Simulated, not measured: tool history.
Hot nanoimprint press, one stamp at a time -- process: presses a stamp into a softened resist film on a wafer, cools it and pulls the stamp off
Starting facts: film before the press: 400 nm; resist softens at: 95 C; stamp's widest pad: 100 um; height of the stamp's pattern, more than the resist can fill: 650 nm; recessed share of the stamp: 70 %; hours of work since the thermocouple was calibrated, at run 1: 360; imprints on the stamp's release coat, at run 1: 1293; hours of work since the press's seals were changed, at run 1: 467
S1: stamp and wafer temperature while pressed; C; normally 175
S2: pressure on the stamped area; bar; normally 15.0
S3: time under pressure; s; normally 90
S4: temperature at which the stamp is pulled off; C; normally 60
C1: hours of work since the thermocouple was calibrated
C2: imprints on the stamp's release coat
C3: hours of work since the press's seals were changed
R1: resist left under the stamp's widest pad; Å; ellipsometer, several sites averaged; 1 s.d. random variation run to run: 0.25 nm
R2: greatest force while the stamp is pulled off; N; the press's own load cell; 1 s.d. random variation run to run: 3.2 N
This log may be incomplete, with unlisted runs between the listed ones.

{"run": 1, "day": 0.0, "S1": 175, "S2": 15.0, "S3": 90, "S4": 60, "C1": 360, "C2": 1293, "C3": 467, "R1": 1638, "R2": 293}
{"day": 1.096, "done": "stamp cleaned and given a new release coat"}
{"run": 2, "day": 1.15, "S1": 175, "S2": 15.0, "S3": 90, "S4": 60, "C1": 374, "C2": 5, "C3": 481, "R1": 1632, "R2": 238}
{"run": 3, "day": 1.746, "S1": 175, "S2": 15.0, "S3": 90, "S4": 60, "C1": 383, "C2": 66, "C3": 490, "R1": 1633, "R2": 247}
{"day": 1.917, "done": "plate thermocouple calibrated"}
{"run": 4, "day": 2.646, "S1": 175, "S2": 15.0, "S3": 90, "S4": 60, "C1": 11, "C2": 145, "C3": 502, "R1": 1625, "R2": 237}
{"run": 5, "day": 3.133, "S1": 175, "S2": 15.0, "S3": 90, "S4": 60, "C1": 19, "C2": 195, "C3": 510, "R1": 1624, "R2": 242}
{"day": 3.925, "done": "plate thermocouple calibrated, once more"}
{"run": 6, "day": 4.267, "S1": 175, "S2": 15.0, "S3": 90, "S4": 60, "C1": 5, "C2": 298, "C3": 526, "R1": 1667, "R2": 259}
{"run": 7, "day": 4.825, "S1": 175, "S2": 15.0, "S3": 145, "S4": 60, "C1": 14, "C2": 355, "C3": 535, "R1": 1379, "R2": 253}
{"run": 8, "day": 5.412, "S1": 175, "S2": 15.0, "S3": 90, "S4": 60, "C1": 23, "C2": 415, "C3": 544, "R1": 1665, "R2": 258}
{"run": 9, "day": 6.108, "S1": 175, "S2": 15.0, "S3": 90, "S4": 68, "C1": 34, "C2": 486, "C3": 555, "R1": 1668, "R2": 241}
{"run": 10, "day": 6.858, "S1": 175, "S2": 15.0, "S3": 90, "S4": 51, "C1": 46, "C2": 562, "C3": 567, "R1": 1665, "R2": 291}
{"run": 11, "day": 7.654, "S1": 175, "S2": 15.0, "S3": 90, "S4": 51, "C1": 59, "C2": 644, "C3": 579, "R1": 1664, "R2": 294}
{"run": 12, "day": 8.262, "S1": 175, "S2": 15.0, "S3": 90, "S4": 60, "C1": 68, "C2": 706, "C3": 589, "R1": 1661, "R2": 267}
{"run": 13, "day": 9.271, "S1": 175, "S2": 15.0, "S3": 90, "S4": 60, "C1": 84, "C2": 809, "C3": 605, "R1": 1660, "R2": 275}
{"run": 14, "day": 9.858, "S1": 175, "S2": 15.0, "S3": 90, "S4": 60, "C1": 94, "C2": 869, "C3": 614, "R1": 1666, "R2": 274}
{"run": 15, "day": 10.429, "S1": 175, "S2": 15.0, "S3": 90, "S4": 60, "C1": 103, "C2": 927, "C3": 623, "R1": 1667, "R2": 282}
{"run": 16, "day": 11.079, "S1": 175, "S2": 11.0, "S3": 170, "S4": 64, "C1": 113, "C2": 993, "C3": 633, "R1": 1499, "R2": 267}
{"run": 17, "day": 11.504, "S1": 175, "S2": 11.0, "S3": 170, "S4": 64, "C1": 119, "C2": 1037, "C3": 640, "R1": 1502, "R2": 276}
{"run": 18, "day": 12.392, "S1": 175, "S2": 11.0, "S3": 170, "S4": 64, "C1": 133, "C2": 1127, "C3": 654, "R1": 1501, "R2": 271}
{"run": 19, "day": 13.325, "S1": 175, "S2": 11.0, "S3": 170, "S4": 64, "C1": 148, "C2": 1223, "C3": 669, "R1": 1504, "R2": 279}
{"run": 20, "day": 13.871, "S1": 185, "S2": 15.0, "S3": 174, "S4": 60, "C1": 157, "C2": 1278, "C3": 677, "R1": 988, "R2": 301}
{"day": 15.121, "done": "stamp cleaned and given a new release coat"}
{"run": 21, "day": 15.121, "S1": 185, "S2": 15.0, "S3": 174, "S4": 60, "C1": 173, "C2": 0, "C3": 693, "R1": 989, "R2": 237}
{"run": 22, "day": 15.588, "S1": 185, "S2": 15.0, "S3": 174, "S4": 60, "C1": 180, "C2": 47, "C3": 700, "R1": 987, "R2": 236}
{"run": 23, "day": 16.25, "S1": 185, "S2": 15.0, "S3": 174, "S4": 60, "C1": 190, "C2": 115, "C3": 711, "R1": 990, "R2": 246}
{"run": 24, "day": 17.279, "S1": 185, "S2": 19.6, "S3": 90, "S4": 60, "C1": 207, "C2": 220, "C3": 727, "R1": 1147, "R2": 244}
{"run": 25, "day": 17.996, "S1": 169, "S2": 23.1, "S3": 90, "S4": 60, "C1": 218, "C2": 293, "C3": 738, "R1": 1608, "R2": 248}
{"run": 26, "day": 18.921, "S1": 174, "S2": 15.0, "S3": 60, "S4": 49, "C1": 232, "C2": 387, "C3": 753, "R1": 1982, "R2": 285}
{"run": 27, "day": 19.642, "S1": 168, "S2": 10.4, "S3": 90, "S4": 60, "C1": 244, "C2": 461, "C3": 764, "R1": 2298, "R2": 260}
{"run": 28, "day": 20.65, "S1": 175, "S2": 19.6, "S3": 90, "S4": 60, "C1": 260, "C2": 564, "C3": 780, "R1": 1470, "R2": 260}
{"run": 29, "day": 21.212, "S1": 175, "S2": 15.0, "S3": 90, "S4": 51, "C1": 269, "C2": 621, "C3": 789, "R1": 1663, "R2": 292}

Here are 5 independent what-if runs from the current tool condition. What would each one return?
{"run": "A", "day": 21.871, "S1": 175, "S2": 15.0, "S3": 91, "S4": 60, "C1": 279, "C2": 688, "C3": 799, "R1": "?", "R2": "?"}
{"run": "B", "day": 21.871, "S1": 175, "S2": 15.0, "S3": 106, "S4": 51, "C1": 279, "C2": 688, "C3": 799, "R1": "?", "R2": "?"}
{"run": "C", "day": 21.871, "S1": 173, "S2": 15.0, "S3": 90, "S4": 60, "C1": 279, "C2": 688, "C3": 799, "R1": "?", "R2": "?"}
{"run": "D", "day": 21.871, "S1": 164, "S2": 12.3, "S3": 154, "S4": 51, "C1": 279, "C2": 688, "C3": 799, "R1": "?", "R2": "?"}
{"run": "E", "day": 21.871, "S1": 175, "S2": 15.0, "S3": 56, "S4": 61, "C1": 279, "C2": 688, "C3": 799, "R1": "?", "R2": "?"}

run=A R1=1656 R2=267
run=B R1=1559 R2=289
run=C R1=1748 R2=263
run=D R1=1979 R2=299
run=E R1=1979 R2=271
With no hidden state in the tool, these same runs would have given:
run=A R1=1621 R2=238
run=B R1=1525 R2=257
run=C R1=1712 R2=234
run=D R1=1954 R2=267
run=E R1=1940 R2=241

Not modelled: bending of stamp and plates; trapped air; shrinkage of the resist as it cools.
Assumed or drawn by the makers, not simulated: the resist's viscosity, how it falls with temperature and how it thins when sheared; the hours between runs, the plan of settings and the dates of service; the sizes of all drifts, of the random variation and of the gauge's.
